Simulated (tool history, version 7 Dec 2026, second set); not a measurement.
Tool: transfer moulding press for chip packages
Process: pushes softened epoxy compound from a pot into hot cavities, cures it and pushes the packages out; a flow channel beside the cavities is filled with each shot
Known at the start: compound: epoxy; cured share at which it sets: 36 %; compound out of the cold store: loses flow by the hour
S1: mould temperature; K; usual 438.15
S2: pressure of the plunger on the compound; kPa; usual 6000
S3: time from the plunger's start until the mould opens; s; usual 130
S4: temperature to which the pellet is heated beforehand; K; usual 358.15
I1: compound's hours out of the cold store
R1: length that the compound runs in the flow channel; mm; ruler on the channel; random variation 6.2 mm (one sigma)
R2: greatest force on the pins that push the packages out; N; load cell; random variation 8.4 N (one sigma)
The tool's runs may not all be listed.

run,hour,S1,S2,S3,S4,I1,R1,R2
1,0.0,438.15,6000,130,358.15,13.4,730,453
2,22.1,438.15,6000,130,358.15,37.6,650,464
3,43.1,438.15,6000,130,358.15,31.8,672,477
4,67.6,438.15,6000,130,358.15,39.3,626,501
5,93.1,438.15,6000,130,358.15,14.6,708,534
# hour 110.9: cavities cleaned with cleaning compound and waxed
6,121.3,438.15,6000,130,358.15,39.2,623,383
7,142.8,438.15,6000,130,354.15,15.7,702,438
8,171.2,438.15,6000,130,354.15,43.5,605,466
9,200.5,438.15,6000,130,354.15,12.3,709,520
10,218.8,438.15,6000,130,354.15,33.1,638,498
11,245.9,438.15,6000,130,354.15,42.7,600,523
# hour 253.8: cavities cleaned with cleaning compound and waxed
12,268.0,438.15,5690,130,358.15,43.0,589,397
13,289.4,438.15,5690,130,358.15,11.9,686,462
14,326.8,438.15,5690,130,358.15,30.8,611,484
# hour 346.5: plunger's sealing rings changed
15,351.8,438.15,6000,130,358.15,23.8,743,508
16,373.7,445.15,5810,146,366.15,16.0,761,416
17,397.1,438.15,6000,128,354.15,34.2,701,540
# hour 401.3: cavities cleaned with cleaning compound and waxed
18,429.3,438.15,6000,128,354.15,35.2,710,424
# hour 453.0: mould's thermocouples calibrated
19,468.8,438.15,6670,128,354.15,45.0,697,497
20,486.4,438.15,6670,113,350.15,11.9,819,701
21,502.8,438.15,6670,113,350.15,35.7,722,680
22,533.8,433.15,5230,116,365.15,41.5,641,865
# hour 547.6: cavities cleaned with cleaning compound and waxed
23,558.7,434.15,6000,130,354.15,8.9,787,571
24,591.3,441.15,4520,130,358.15,41.7,552,399
25,608.5,438.15,6000,168,355.15,16.0,758,389
26,640.2,430.15,6000,147,354.15,20.8,757,694
27,673.1,432.15,6480,155,360.15,14.2,802,580
# hour 690.7: cavities cleaned with cleaning compound and waxed
28,699.9,432.15,6480,155,360.15,13.8,798,451
29,719.7,438.15,6000,128,358.15,19.8,731,446
30,745.4,438.15,6000,127,358.15,28.3,695,492

Some steps in R1 between neighbouring runs. How much of each would the tool show without its hidden state too (settings, what came in, random variation), and how much is left for the hidden state, with any gauge scatter that isn't in both results?
The hidden state here: true mould temperature over the reading, C; pressure that reaches the compound, % of what is set; grip of the stained cavities, % over clean ones'; drift of the gauge itself on flow_mm, %; drift of the gauge itself on push_out_n, %.
Run 8 -> 9: no setting changed, nothing entered. R1 +104 mm: hidden state -17, all else +121.
Run 12 -> 13: no setting changed, nothing entered. R1 +97 mm: hidden state -18, all else +115.
Run 14 -> 15: S2 5690 -> 6000, plunger's sealing rings changed. R1 +132 mm: hidden state +90, all else +42.
Run 22 -> 23: S1 433.15 -> 434.15, S2 5230 -> 6000, S3 116 -> 130, S4 365.15 -> 354.15, cavities cleaned with cleaning compound and waxed. R1 +146 mm: hidden state -8, all else +154.
Run 23 -> 24: S1 434.15 -> 441.15, S2 6000 -> 4520, S4 354.15 -> 358.15. R1 -235 mm: hidden state +5, all else -240.
Run 24 -> 25: S1 441.15 -> 438.15, S2 4520 -> 6000, S3 130 -> 168, S4 358.15 -> 355.15. R1 +206 mm: hidden state -10, all else +216.
